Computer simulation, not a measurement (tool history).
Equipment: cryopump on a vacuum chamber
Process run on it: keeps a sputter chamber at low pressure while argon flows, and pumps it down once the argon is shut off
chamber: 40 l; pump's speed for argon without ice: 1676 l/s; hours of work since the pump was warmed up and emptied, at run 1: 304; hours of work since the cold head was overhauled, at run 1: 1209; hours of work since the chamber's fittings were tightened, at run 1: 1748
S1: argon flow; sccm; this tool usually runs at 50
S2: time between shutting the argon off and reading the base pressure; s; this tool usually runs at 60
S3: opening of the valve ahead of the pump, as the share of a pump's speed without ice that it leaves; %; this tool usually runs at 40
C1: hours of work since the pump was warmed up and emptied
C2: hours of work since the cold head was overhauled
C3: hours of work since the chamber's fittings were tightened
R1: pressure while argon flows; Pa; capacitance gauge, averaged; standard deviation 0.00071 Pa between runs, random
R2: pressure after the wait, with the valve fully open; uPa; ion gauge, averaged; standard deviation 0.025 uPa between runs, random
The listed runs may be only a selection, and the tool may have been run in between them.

run,hour,S1,S2,S3,C1,C2,C3,R1,R2
1,0,50,60,40,304,1209,1748,0.1325,1.72
2,50,50,60,40,340,1245,1784,0.1331,1.85
3,97.8,50,60,27,375,1279,1819,0.1957,1.77
4,187.1,50,60,27,439,1344,1883,0.1965,1.88
5,235.3,50,60,27,474,1379,1918,0.1959,1.91
6,282.3,50,60,27,508,1412,1952,0.1971,1.88
7,363.8,50,60,27,567,1471,2011,0.1989,1.94
8,414.1,50,60,27,603,1507,2047,0.2003,2.13
9,505.1,50,60,27,669,1573,2112,0.202,2.11
10,585,50,60,27,726,1631,2170,0.2032,2.18
11,658,50,60,27,779,1683,2223,0.2037,2.24
12,731,50,60,27,831,1736,2275,0.2053,2.32
# hour 810.5: pump warmed up, emptied and cooled again
13,816.4,50,60,40,4,1794,2333,0.1279,1.99
14,891.8,50,60,40,59,1848,2388,0.1282,2
15,982.3,50,60,35,124,1913,2453,0.1469,2.03
16,1047.3,50,60,19,171,1960,2500,0.2691,2.09
17,1139.3,60,126,26,237,2027,2566,0.2379,1.65
18,1191.8,59,60,40,275,2065,2604,0.1559,2.21
19,1248.8,59,29,36,316,2106,2645,0.1736,3.05
20,1321.4,59,29,36,368,2158,2697,0.1753,3.1
21,1374.7,44,71,44,407,2196,2736,0.1084,2.15
22,1462.3,44,262,50,470,2260,2799,0.0977,1.7
23,1540.7,44,262,50,526,2316,2856,0.0977,1.72
24,1604.4,46,22,57,572,2362,2901,0.0923,4.01
25,1652.5,46,22,57,607,2397,2936,0.0925,3.97
26,1714.5,45,20,56,652,2441,2981,0.095,4.23
27,1768.4,45,46,56,691,2480,3020,0.0951,2.85
28,1823.7,77,278,56,730,2520,3060,0.1631,1.97
29,1873.6,41,39,56,766,2556,3095,0.089,3.13

5 ways to go on from here, each from the tool as it stands after run 29. What would each give?
A,1943.7,50,60,15,817,2607,3146,?,?
B,1943.7,41,39,55,817,2607,3146,?,?
C,1943.7,35,287,33,817,2607,3146,?,?
D,1943.7,90,60,40,817,2607,3146,?,?
E,1943.7,80,49,31,817,2607,3146,?,?

run,R1,R2
A,0.3522,2.73
B,0.0904,3.14
C,0.1198,2.09
D,0.2596,2.76
E,0.2905,2.84
With no hidden state in the tool, these same runs would have given:
run,R1,R2
A,0.3339,1.01
B,0.0753,1.42
C,0.1068,0.35
D,0.2265,1
E,0.2609,1.13
